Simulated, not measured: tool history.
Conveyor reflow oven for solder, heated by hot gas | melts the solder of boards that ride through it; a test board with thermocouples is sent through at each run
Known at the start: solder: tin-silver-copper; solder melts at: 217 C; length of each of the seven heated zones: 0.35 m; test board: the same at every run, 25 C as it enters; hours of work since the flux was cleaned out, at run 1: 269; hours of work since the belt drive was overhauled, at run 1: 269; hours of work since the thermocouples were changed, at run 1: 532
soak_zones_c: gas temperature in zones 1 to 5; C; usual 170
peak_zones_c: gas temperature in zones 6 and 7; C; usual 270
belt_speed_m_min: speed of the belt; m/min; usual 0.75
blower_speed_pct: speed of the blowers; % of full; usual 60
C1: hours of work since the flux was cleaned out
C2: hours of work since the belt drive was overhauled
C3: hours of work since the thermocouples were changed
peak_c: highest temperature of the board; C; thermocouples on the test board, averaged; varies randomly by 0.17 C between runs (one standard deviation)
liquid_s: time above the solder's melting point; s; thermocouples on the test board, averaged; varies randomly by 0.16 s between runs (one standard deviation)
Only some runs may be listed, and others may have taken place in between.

Run 1, day 0: usual settings; C1 269; C2 269; C3 532. Result: peak_c 252.1 C, liquid_s 40.6 s.
Run 2, day 0.733: usual settings but belt_speed_m_min 0.659 m/min; C1 281; C2 281; C3 544. Result: peak_c 256.2 C, liquid_s 49.2 s.
Run 3, day 1.358: usual settings; C1 292; C2 292; C3 555. Result: peak_c 251.9 C, liquid_s 40.2 s.
Run 4, day 2.188: usual settings; C1 305; C2 305; C3 568. Result: peak_c 251.7 C, liquid_s 40.2 s.
Run 5, day 2.904: usual settings; C1 317; C2 317; C3 580. Result: peak_c 251.7 C, liquid_s 40.1 s.
Run 6, day 3.371: usual settings but belt_speed_m_min 0.676 m/min; C1 325; C2 325; C3 588. Result: peak_c 255.5 C, liquid_s 47.3 s.
Run 7, day 3.942: usual settings; C1 334; C2 334; C3 597. Result: peak_c 251.7 C, liquid_s 40 s.
Run 8, day 4.467: usual settings; C1 342; C2 342; C3 606. Result: peak_c 251.3 C, liquid_s 40.2 s.
Run 9, day 5.283: usual settings; C1 356; C2 356; C3 619. Result: peak_c 251.3 C, liquid_s 39.8 s.
At day 6.012: flux residue cleaned out of gas plates and filters.
Run 10, day 6.529: usual settings; C1 8; C2 373; C3 636. Result: peak_c 254.9 C, liquid_s 42.4 s.
Run 11, day 7.104: usual settings; C1 18; C2 382; C3 645. Result: peak_c 254.9 C, liquid_s 42.4 s.
Run 12, day 7.767: usual settings; C1 29; C2 393; C3 656. Result: peak_c 254.9 C, liquid_s 42.4 s.
Run 13, day 8.642: usual settings; C1 43; C2 408; C3 671. Result: peak_c 255 C, liquid_s 42.4 s.
Run 14, day 9.225: usual settings; C1 53; C2 417; C3 680. Result: peak_c 254.7 C, liquid_s 42.7 s.
At day 9.462: belt drive overhauled, speed set with a stopwatch.
Run 15, day 10.396: usual settings but soak_zones_c 169 C, belt_speed_m_min 0.861 m/min, blower_speed_pct 79 % of full; C1 69; C2 15; C3 697. Result: peak_c 253.3 C, liquid_s 35.6 s.
Run 16, day 10.933: usual settings but soak_zones_c 169 C, belt_speed_m_min 0.861 m/min, blower_speed_pct 79 % of full; C1 78; C2 24; C3 705. Result: peak_c 252.9 C, liquid_s 35.7 s.
At day 11.35: belt drive overhauled, speed set with a stopwatch, once more.
Run 17, day 11.804: usual settings but belt_speed_m_min 0.881 m/min, blower_speed_pct 52 % of full; C1 89; C2 7; C3 717. Result: peak_c 245.8 C, liquid_s 29.8 s.
Run 18, day 12.579: usual settings but soak_zones_c 183 C, peak_zones_c 271 C, belt_speed_m_min 0.83 m/min, blower_speed_pct 77 % of full; C1 102; C2 20; C3 730. Result: peak_c 256.8 C, liquid_s 41.8 s.
Run 19, day 13.55: usual settings but soak_zones_c 176 C, peak_zones_c 279 C, belt_speed_m_min 0.897 m/min, blower_speed_pct 80 % of full; C1 118; C2 36; C3 746. Result: peak_c 259.8 C, liquid_s 38 s.
Run 20, day 14.617: usual settings but belt_speed_m_min 0.649 m/min, blower_speed_pct 83 % of full; C1 136; C2 54; C3 763. Result: peak_c 261.7 C, liquid_s 53.1 s.
Run 21, day 15.629: usual settings but belt_speed_m_min 0.673 m/min, blower_speed_pct 83 % of full; C1 152; C2 70; C3 780. Result: peak_c 260.6 C, liquid_s 50.9 s.
Run 22, day 16.562: usual settings but belt_speed_m_min 0.673 m/min, blower_speed_pct 83 % of full; C1 168; C2 85; C3 795. Result: peak_c 260.8 C, liquid_s 50.6 s.
Run 23, day 17.346: usual settings but belt_speed_m_min 0.673 m/min, blower_speed_pct 83 % of full; C1 180; C2 98; C3 808. Result: peak_c 260.5 C, liquid_s 50.9 s.
Run 24, day 17.896: usual settings but soak_zones_c 164 C, blower_speed_pct 63 % of full; C1 189; C2 107; C3 817. Result: peak_c 253.2 C, liquid_s 39.5 s.
Run 25, day 18.871: usual settings but soak_zones_c 164 C, peak_zones_c 283 C, belt_speed_m_min 0.622 m/min, blower_speed_pct 82 % of full; C1 205; C2 123; C3 833. Result: peak_c 273.7 C, liquid_s 58.9 s.

5 options for the next run, each taken on its own from the tool as it stands now. Forecast them:
Run A, day 19.354: usual settings but soak_zones_c 164 C, peak_zones_c 274 C, belt_speed_m_min 0.622 m/min, blower_speed_pct 82 % of full; C1 213; C2 131; C3 841. Result: peak_c ?, liquid_s ?.
Run B, day 19.354: usual settings but belt_speed_m_min 0.847 m/min, blower_speed_pct 71 % of full; C1 213; C2 131; C3 841. Result: peak_c ?, liquid_s ?.
Run C, day 19.354: usual settings but soak_zones_c 164 C, peak_zones_c 283 C, belt_speed_m_min 0.665 m/min, blower_speed_pct 82 % of full; C1 213; C2 131; C3 841. Result: peak_c ?, liquid_s ?.
Run D, day 19.354: usual settings but soak_zones_c 171 C, peak_zones_c 283 C, belt_speed_m_min 0.622 m/min, blower_speed_pct 82 % of full; C1 213; C2 131; C3 841. Result: peak_c ?, liquid_s ?.
Run E, day 19.354: usual settings but soak_zones_c 164 C, peak_zones_c 283 C, belt_speed_m_min 0.622 m/min, blower_speed_pct 84 % of full; C1 213; C2 131; C3 841. Result: peak_c ?, liquid_s ?.

run  peak_c  liquid_s
  A   265.5      55.5
  B   251.1      34.8
  C   271.4      54.2
  D   274.7      61.3
  E   273.8      59.6
Without the tool's hidden state the same runs would have given:
run  peak_c  liquid_s
  A   264.4      55.3
  B     251        35
  C   270.7        54
  D   273.6      60.9
  E   272.8      59.3

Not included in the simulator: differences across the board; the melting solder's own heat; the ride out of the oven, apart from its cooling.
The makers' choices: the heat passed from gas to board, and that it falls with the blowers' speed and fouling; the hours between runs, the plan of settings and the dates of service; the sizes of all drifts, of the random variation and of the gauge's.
